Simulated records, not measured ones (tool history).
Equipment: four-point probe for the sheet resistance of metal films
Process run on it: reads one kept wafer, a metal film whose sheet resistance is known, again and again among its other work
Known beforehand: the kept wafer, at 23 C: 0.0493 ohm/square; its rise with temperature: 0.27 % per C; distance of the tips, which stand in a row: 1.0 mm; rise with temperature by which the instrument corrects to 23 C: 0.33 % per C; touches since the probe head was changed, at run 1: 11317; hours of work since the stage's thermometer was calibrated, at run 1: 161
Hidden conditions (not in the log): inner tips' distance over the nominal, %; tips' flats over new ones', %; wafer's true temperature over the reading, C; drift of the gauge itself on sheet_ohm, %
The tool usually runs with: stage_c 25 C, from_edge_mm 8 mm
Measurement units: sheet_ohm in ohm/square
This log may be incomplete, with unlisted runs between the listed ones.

| run | hour | stage_c | from_edge_mm | touches since the probe head was changed | hours of work since the stage's thermometer was calibrated | sheet_ohm |
|---|---|---|---|---|---|---|
| 1 | 0.0 | 25 | 8 | 11317 | 161 | 0.049750 |
| 2 | 29.7 | 25 | 8 | 11699 | 179 | 0.049751 |
| 3 | 55.4 | 25 | 14 | 12028 | 195 | 0.049475 |
| 4 | 86.5 | 28 | 8 | 12428 | 214 | 0.049659 |
| 5 | 116.1 | 25 | 8 | 12809 | 232 | 0.049750 |
| 6 | 132.4 | 25 | 8 | 13018 | 242 | 0.049754 |
| 7 | 155.8 | 29 | 42 | 13318 | 257 | 0.049216 |
|  | 158.1 | stage's thermometer calibrated |
| 8 | 189.4 | 20 | 11 | 13743 | 19 | 0.049724 |
| 9 | 214.5 | 33 | 74 | 14066 | 35 | 0.049121 |
| 10 | 231.8 | 29 | 8 | 14289 | 45 | 0.049644 |
| 11 | 262.4 | 30 | 14 | 14682 | 64 | 0.049324 |

4 options for the next run, each taken on its own from the tool as it stands now. Forecast them:
| A | 292.9 | 18 | 3 | 15073 | 83 | ? |
| B | 292.9 | 18 | 16 | 15073 | 83 | ? |
| C | 292.9 | 26 | 8 | 15073 | 83 | ? |
| D | 292.9 | 29 | 3 | 15073 | 83 | ? |

| run | sheet_ohm |
|---|---|
| A | 0.052367 |
| B | 0.049660 |
| C | 0.049736 |
| D | 0.052000 |
Had the tool no hidden state, the same runs would have come out as:
| run | sheet_ohm |
|---|---|
| A | 0.052260 |
| B | 0.049559 |
| C | 0.049634 |
| D | 0.051894 |
